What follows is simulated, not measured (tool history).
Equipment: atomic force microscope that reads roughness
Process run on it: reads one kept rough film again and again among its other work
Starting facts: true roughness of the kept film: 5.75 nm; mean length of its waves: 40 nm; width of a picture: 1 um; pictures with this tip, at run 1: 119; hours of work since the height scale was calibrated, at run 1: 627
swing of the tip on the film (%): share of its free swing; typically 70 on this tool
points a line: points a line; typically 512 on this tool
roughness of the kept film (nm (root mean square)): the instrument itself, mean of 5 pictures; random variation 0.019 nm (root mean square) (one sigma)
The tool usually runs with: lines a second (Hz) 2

run	day	lines a second (Hz)	swing of the tip on the film (%)	points a line	pictures with this tip	hours of work since the height scale was calibrated	roughness of the kept film (nm (root mean square))
1	0	2	70	512	119	627	3.725
2	1.133	0.91	70	512	184	645	3.684
3	2.025	1.09	70	512	235	660	3.457
# day 2.992: new tip fitted
4	3.012	1.09	70	512	2	676	4.766
5	3.842	1.19	70	512	49	690	4.421
6	4.854	2	70	512	107	707	3.908
7	5.525	2	70	514	146	718	3.757
8	6.246	2	70	514	187	730	3.556
# day 6.392: height scale calibrated on a step standard
9	6.888	2	70	514	221	8	3.427
10	7.975	2	70	514	284	26	3.159
# day 8.096: new tip fitted
11	8.962	2	70	514	50	42	4.142
12	10.033	0.62	70	359	111	60	4.04
13	10.762	1.27	63	321	153	72	3.868
14	11.817	1.81	57	512	213	90	3.604
# day 12.388: height scale calibrated on a step standard, once more
# day 13.162: new tip fitted
15	13.262	0.54	73	512	6	14	4.708
16	14.121	0.54	73	512	55	29	4.433

What if the next run were any one of these 5? Each begins from the tool's condition after run 16:
A	15.062	3.5	67	513	109	44	?
B	15.062	0.55	66	731	109	44	?
C	15.062	2	70	320	109	44	?
D	15.062	2	70	584	109	44	?
E	15.062	0.54	64	951	109	44	?

run	roughness of the kept film (nm (root mean square))
A	3.679
B	4.185
C	3.837
D	3.851
E	4.216
Without the tool's hidden state the same runs would have given:
run	roughness of the kept film (nm (root mean square))
A	4.323
B	4.916
C	4.508
D	4.525
E	4.952
